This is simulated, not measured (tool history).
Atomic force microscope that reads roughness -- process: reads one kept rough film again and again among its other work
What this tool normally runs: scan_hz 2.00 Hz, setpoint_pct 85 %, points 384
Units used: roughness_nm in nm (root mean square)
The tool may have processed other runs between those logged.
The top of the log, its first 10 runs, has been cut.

run,hour,scan_hz,setpoint_pct,points,roughness_nm
# hour 76.3: height scale calibrated on a step standard
11,85.0,2.00,71,384,2.988
12,96.1,2.00,71,384,2.968
13,105.7,2.00,85,780,2.835
14,113.7,2.00,85,384,2.778
15,118.7,2.00,85,384,2.783
16,126.4,2.00,85,384,2.772
# hour 130.3: height scale calibrated on a step standard, once more
17,135.1,2.00,85,384,2.771
18,140.2,2.00,85,384,2.750
19,145.0,1.70,65,320,2.895
20,154.4,0.52,74,320,2.932
21,161.3,0.52,59,472,2.935
22,166.5,1.20,59,472,2.917
23,171.2,3.78,85,545,2.520
24,179.6,0.97,85,378,2.795
25,190.5,0.66,62,302,2.875
26,197.2,0.66,62,302,2.852
27,202.2,0.66,62,302,2.849
28,208.8,3.38,69,784,2.689

What does the tool deliver on the next run?
# hour 213.7: new tip fitted
29,218.9,2.39,67,784,?

{"run 29": {"roughness_nm": 4.088}}
Without the tool's hidden state the same run would have given roughness_nm 4.138 nm (root mean square).
